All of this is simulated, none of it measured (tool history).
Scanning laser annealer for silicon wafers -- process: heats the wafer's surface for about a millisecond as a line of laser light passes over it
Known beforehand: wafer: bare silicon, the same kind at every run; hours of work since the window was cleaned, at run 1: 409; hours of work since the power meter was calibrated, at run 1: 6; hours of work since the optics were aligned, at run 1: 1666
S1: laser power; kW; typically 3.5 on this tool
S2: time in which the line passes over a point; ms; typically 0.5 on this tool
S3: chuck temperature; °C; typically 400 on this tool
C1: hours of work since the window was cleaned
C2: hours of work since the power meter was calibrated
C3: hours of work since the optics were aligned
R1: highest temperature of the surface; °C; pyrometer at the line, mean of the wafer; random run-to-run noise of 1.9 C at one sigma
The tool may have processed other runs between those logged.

{"run": 1, "hour": 0.0, "S1": 3.5, "S2": 0.5, "S3": 400, "C1": 409, "C2": 6, "C3": 1666, "R1": 1189}
{"run": 2, "hour": 16.7, "S1": 3.081, "S2": 0.5, "S3": 400, "C1": 417, "C2": 14, "C3": 1674, "R1": 1066}
{"run": 3, "hour": 28.7, "S1": 3.081, "S2": 0.5, "S3": 400, "C1": 423, "C2": 20, "C3": 1680, "R1": 1066}
{"run": 4, "hour": 40.9, "S1": 3.5, "S2": 0.5, "S3": 400, "C1": 429, "C2": 26, "C3": 1686, "R1": 1185}
{"run": 5, "hour": 59.3, "S1": 3.5, "S2": 0.5, "S3": 410, "C1": 438, "C2": 35, "C3": 1695, "R1": 1193}
{"run": 6, "hour": 76.9, "S1": 3.5, "S2": 0.5, "S3": 410, "C1": 447, "C2": 44, "C3": 1704, "R1": 1194}
{"run": 7, "hour": 97.5, "S1": 3.5, "S2": 0.5, "S3": 410, "C1": 457, "C2": 54, "C3": 1714, "R1": 1192}
{"run": 8, "hour": 107.9, "S1": 3.5, "S2": 0.5, "S3": 410, "C1": 462, "C2": 59, "C3": 1719, "R1": 1194}
{"run": 9, "hour": 121.2, "S1": 3.368, "S2": 0.39, "S3": 432, "C1": 469, "C2": 66, "C3": 1726, "R1": 1084}
{"run": 10, "hour": 134.3, "S1": 3.291, "S2": 0.535, "S3": 424, "C1": 475, "C2": 72, "C3": 1732, "R1": 1171}
{"run": 11, "hour": 150.3, "S1": 3.544, "S2": 0.485, "S3": 424, "C1": 483, "C2": 80, "C3": 1740, "R1": 1203}
{"run": 12, "hour": 166.2, "S1": 3.544, "S2": 0.485, "S3": 424, "C1": 491, "C2": 88, "C3": 1748, "R1": 1201}
{"run": 13, "hour": 180.0, "S1": 3.319, "S2": 0.5, "S3": 400, "C1": 498, "C2": 95, "C3": 1755, "R1": 1127}
{"run": 14, "hour": 195.2, "S1": 3.616, "S2": 0.481, "S3": 370, "C1": 505, "C2": 102, "C3": 1762, "R1": 1165}
{"run": 15, "hour": 206.5, "S1": 3.616, "S2": 0.539, "S3": 370, "C1": 511, "C2": 108, "C3": 1768, "R1": 1215}

Branching from run 15: 3 alternative next runs. What would each branch give?
{"run": "A", "hour": 219.0, "S1": 3.566, "S2": 0.564, "S3": 370, "C1": 517, "C2": 114, "C3": 1774, "R1": "?"}
{"run": "B", "hour": 219.0, "S1": 3.616, "S2": 0.508, "S3": 370, "C1": 517, "C2": 114, "C3": 1774, "R1": "?"}
{"run": "C", "hour": 219.0, "S1": 3.681, "S2": 0.536, "S3": 393, "C1": 517, "C2": 114, "C3": 1774, "R1": "?"}

run=A R1=1219
run=B R1=1189
run=C R1=1255
With the hidden condition removed and each run's random variation left untouched, the same runs would have given:
run=A R1=1292
run=B R1=1260
run=C R1=1329

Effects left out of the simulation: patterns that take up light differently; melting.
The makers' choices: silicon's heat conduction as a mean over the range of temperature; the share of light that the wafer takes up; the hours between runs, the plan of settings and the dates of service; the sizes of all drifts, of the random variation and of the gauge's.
